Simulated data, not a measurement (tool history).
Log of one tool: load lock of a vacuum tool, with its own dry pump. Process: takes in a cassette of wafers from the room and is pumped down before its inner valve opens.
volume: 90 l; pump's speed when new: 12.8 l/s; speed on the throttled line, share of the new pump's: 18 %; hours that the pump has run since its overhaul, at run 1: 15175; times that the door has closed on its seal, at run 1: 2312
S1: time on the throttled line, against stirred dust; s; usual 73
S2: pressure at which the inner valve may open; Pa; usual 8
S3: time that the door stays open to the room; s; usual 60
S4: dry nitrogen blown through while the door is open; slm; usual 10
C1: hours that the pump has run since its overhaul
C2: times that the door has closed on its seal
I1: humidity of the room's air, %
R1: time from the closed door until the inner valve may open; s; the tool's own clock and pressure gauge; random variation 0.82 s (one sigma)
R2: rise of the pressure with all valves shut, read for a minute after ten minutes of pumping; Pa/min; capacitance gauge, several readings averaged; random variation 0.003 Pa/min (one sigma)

{"run": 1, "day": 0.0, "S1": 73, "S2": 8, "S3": 60, "S4": 10, "C1": 15175, "C2": 2312, "I1": 47.5, "R1": 126.8, "R2": 0.014}
{"run": 2, "day": 3.058, "S1": 73, "S2": 8, "S3": 60, "S4": 10, "C1": 15249, "C2": 2391, "I1": 44.4, "R1": 128.4, "R2": 0.011}
{"run": 3, "day": 4.829, "S1": 73, "S2": 8, "S3": 48, "S4": 10, "C1": 15291, "C2": 2437, "I1": 43.5, "R1": 125.7, "R2": 0.017}
{"run": 4, "day": 8.304, "S1": 73, "S2": 8, "S3": 48, "S4": 10, "C1": 15375, "C2": 2527, "I1": 45.5, "R1": 127.5, "R2": 0.01}
{"run": 5, "day": 11.425, "S1": 73, "S2": 8, "S3": 48, "S4": 10, "C1": 15450, "C2": 2608, "I1": 40.3, "R1": 126.7, "R2": 0.014}
{"run": 6, "day": 15.042, "S1": 73, "S2": 8, "S3": 48, "S4": 10, "C1": 15536, "C2": 2701, "I1": 41.5, "R1": 128.4, "R2": 0.014}
{"run": 7, "day": 18.417, "S1": 73, "S2": 8, "S3": 48, "S4": 10, "C1": 15617, "C2": 2788, "I1": 46.2, "R1": 127.2, "R2": 0.009}
{"run": 8, "day": 20.879, "S1": 73, "S2": 8, "S3": 48, "S4": 10, "C1": 15676, "C2": 2852, "I1": 46.6, "R1": 126.7, "R2": 0.012}
{"run": 9, "day": 23.671, "S1": 73, "S2": 8, "S3": 60, "S4": 10, "C1": 15743, "C2": 2924, "I1": 48.6, "R1": 127.4, "R2": 0.011}
{"run": 10, "day": 25.408, "S1": 73, "S2": 8, "S3": 60, "S4": 10, "C1": 15785, "C2": 2969, "I1": 42.8, "R1": 127.1, "R2": 0.016}
{"run": 11, "day": 29.212, "S1": 86, "S2": 8, "S3": 60, "S4": 10, "C1": 15876, "C2": 3067, "I1": 43.7, "R1": 139.2, "R2": 0.013}
{"run": 12, "day": 33.296, "S1": 86, "S2": 8, "S3": 60, "S4": 10, "C1": 15974, "C2": 3173, "I1": 49.6, "R1": 137.5, "R2": 0.01}
{"run": 13, "day": 37.167, "S1": 86, "S2": 9, "S3": 60, "S4": 10, "C1": 16067, "C2": 3273, "I1": 45.7, "R1": 137.6, "R2": 0.014}
{"run": 14, "day": 39.45, "S1": 105, "S2": 8, "S3": 60, "S4": 6, "C1": 16122, "C2": 3332, "I1": 47.4, "R1": 154.9, "R2": 0.016}
{"run": 15, "day": 42.275, "S1": 142, "S2": 7, "S3": 60, "S4": 10, "C1": 16190, "C2": 3405, "I1": 46.9, "R1": 186.9, "R2": 0.013}
{"run": 16, "day": 46.129, "S1": 142, "S2": 7, "S3": 60, "S4": 10, "C1": 16282, "C2": 3505, "I1": 44.4, "R1": 185.1, "R2": 0.01}
{"run": 17, "day": 50.179, "S1": 142, "S2": 7, "S3": 60, "S4": 10, "C1": 16380, "C2": 3609, "I1": 43.8, "R1": 187.3, "R2": 0.012}
{"run": 18, "day": 52.75, "S1": 77, "S2": 12, "S3": 175, "S4": 8, "C1": 16441, "C2": 3676, "I1": 45.1, "R1": 127.2, "R2": 0.034}
{"run": 19, "day": 55.912, "S1": 77, "S2": 12, "S3": 175, "S4": 8, "C1": 16517, "C2": 3758, "I1": 45.4, "R1": 127.6, "R2": 0.032}
{"run": 20, "day": 57.95, "S1": 87, "S2": 8, "S3": 32, "S4": 45, "C1": 16566, "C2": 3810, "I1": 45.4, "R1": 137.8, "R2": 0.004}
{"run": 21, "day": 59.842, "S1": 68, "S2": 8, "S3": 32, "S4": 45, "C1": 16611, "C2": 3859, "I1": 46.2, "R1": 122.6, "R2": 0.006}
{"run": 22, "day": 63.062, "S1": 73, "S2": 8, "S3": 60, "S4": 26, "C1": 16689, "C2": 3942, "I1": 44.1, "R1": 128.1, "R2": 0.007}
{"run": 23, "day": 66.688, "S1": 44, "S2": 8, "S3": 60, "S4": 11, "C1": 16776, "C2": 4036, "I1": 48.2, "R1": 103.0, "R2": 0.013}
{"run": 24, "day": 70.246, "S1": 73, "S2": 8, "S3": 60, "S4": 5, "C1": 16861, "C2": 4128, "I1": 45.5, "R1": 127.2, "R2": 0.014}
{"run": 25, "day": 71.933, "S1": 73, "S2": 8, "S3": 60, "S4": 5, "C1": 16902, "C2": 4172, "I1": 45.9, "R1": 126.3, "R2": 0.019}
{"run": 26, "day": 75.658, "S1": 129, "S2": 8, "S3": 185, "S4": 9, "C1": 16991, "C2": 4268, "I1": 44.0, "R1": 174.6, "R2": 0.027}

Forecast each of these 4 alternatives for the next run:
{"run": "A", "day": 78.483, "S1": 73, "S2": 8, "S3": 60, "S4": 7, "C1": 17059, "C2": 4341, "I1": 45.5, "R1": "?", "R2": "?"}
{"run": "B", "day": 78.483, "S1": 129, "S2": 8, "S3": 32, "S4": 25, "C1": 17059, "C2": 4341, "I1": 41.0, "R1": "?", "R2": "?"}
{"run": "C", "day": 78.483, "S1": 129, "S2": 8, "S3": 185, "S4": 12, "C1": 17059, "C2": 4341, "I1": 42.0, "R1": "?", "R2": "?"}
{"run": "D", "day": 78.483, "S1": 80, "S2": 8, "S3": 129, "S4": 32, "C1": 17059, "C2": 4341, "I1": 46.5, "R1": "?", "R2": "?"}

run=A R1=127.3 R2=0.015
run=B R1=172.3 R2=0.009
run=C R1=172.9 R2=0.025
run=D R1=132.9 R2=0.011
Without the tool's hidden state the same runs would have given:
run=A R1=127.2 R2=0.015
run=B R1=172.3 R2=0.009
run=C R1=172.9 R2=0.025
run=D R1=132.9 R2=0.010
